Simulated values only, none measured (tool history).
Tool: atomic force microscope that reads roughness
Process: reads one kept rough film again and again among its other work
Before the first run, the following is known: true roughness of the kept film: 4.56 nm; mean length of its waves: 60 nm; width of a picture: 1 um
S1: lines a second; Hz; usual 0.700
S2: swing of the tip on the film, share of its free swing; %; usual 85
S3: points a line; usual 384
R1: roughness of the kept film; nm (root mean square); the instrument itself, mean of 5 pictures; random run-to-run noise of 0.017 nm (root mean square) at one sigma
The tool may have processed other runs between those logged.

run     day     S1  S2   S3     R1
  1   0.000  0.700  85  384  3.805
      0.346  -- new tip fitted
  2   1.362  0.700  85  384  3.951
      2.250  -- new tip fitted
  3   2.550  0.700  85  384  4.108
  4   3.579  0.700  72  384  3.929
      4.117  -- new tip fitted
  5   4.312  0.700  72  384  4.174
  6   5.208  0.700  72  384  3.952
      5.979  -- new tip fitted
  7   6.004  0.700  85  384  4.163
  8   7.067  0.700  85  384  3.889
      7.850  -- new tip fitted
  9   8.333  0.700  85  590  4.031
 10   9.262  0.700  85  590  3.844
      9.708  -- new tip fitted
 11  10.033  0.700  78  384  4.154
 12  11.450  0.700  78  384  3.841
     11.696  -- new tip fitted
 13  12.667  0.700  78  384  3.962
     13.621  -- new tip fitted
 14  14.012  0.700  78  384  4.117
 15  15.175  0.700  85  384  3.816
     15.608  -- new tip fitted
 16  16.583  0.700  85  384  3.888
     17.538  -- new tip fitted
 17  18.062  0.700  85  384  4.002
 18  18.871  0.700  85  384  3.800
     19.421  -- new tip fitted
 19  19.571  0.700  85  384  4.065
 20  20.408  0.700  85  384  3.918
     21.396  -- new tip fitted
 21  21.396  0.684  85  384  4.101
 22  22.588  0.684  85  384  3.905
     23.350  -- new tip fitted
 23  23.942  0.684  85  384  3.996
     25.283  -- new tip fitted
 24  25.317  0.684  85  384  4.130
 25  26.350  0.684  85  384  3.918
 26  27.058  0.684  68  637  3.894
     27.217  -- new tip fitted
 27  27.975  0.700  70  526  4.007
 28  29.050  0.700  70  526  3.826
     29.200  -- new tip fitted
 29  29.908  2.822  90  772  3.310
     31.150  -- new tip fitted
 30  31.212  0.700  85  341  4.119
 31  32.196  3.177  73  358  3.616
     33.021  -- new tip fitted
 32  33.454  1.300  80  358  3.937
 33  34.271  1.300  80  358  3.744
     34.921  -- new tip fitted
 34  35.046  1.876  85  261  3.797
 35  35.671  1.876  85  261  3.648
     36.804  -- new tip fitted
 36  37.012  3.961  77  510  3.565
 37  37.771  1.883  63  384  3.949
     38.750  -- new tip fitted
 38  39.121  0.982  85  658  3.941
 39  39.900  1.182  85  571  3.702
     40.625  -- new tip fitted
 40  40.625  0.761  65  434  4.268
 41  41.883  0.793  62  651  3.970
     42.542  -- new tip fitted
 42  42.750  0.700  80  300  4.121
 43  43.496  2.221  75  267  3.732
     44.412  -- new tip fitted
 44  44.421  0.846  73  687  4.215
 45  45.217  2.247  85  384  3.551
     46.325  -- new tip fitted
 46  46.483  2.245  86  548  3.677
 47  47.267  2.245  86  548  3.458
     48.183  -- new tip fitted
 48  48.183  2.245  86  548  3.647
 49  49.025  2.496  73  915  3.730
 50  49.917  1.715  85  384  3.487

Each row is a separate what-if for the run after 50, all from the same tool condition, not one after another. Results?
     50.062  -- new tip fitted
  A  50.821  2.594  85  384   ?
     50.062  -- new tip fitted
  B  50.821  0.778  79  384   ?
     50.062  -- new tip fitted
  C  50.821  1.496  74  462   ?

run     R1
  A  3.444
  B  3.910
  C  3.888
What these runs would have given with no unlogged condition in the tool:
run     R1
  A  3.682
  B  4.180
  C  4.156
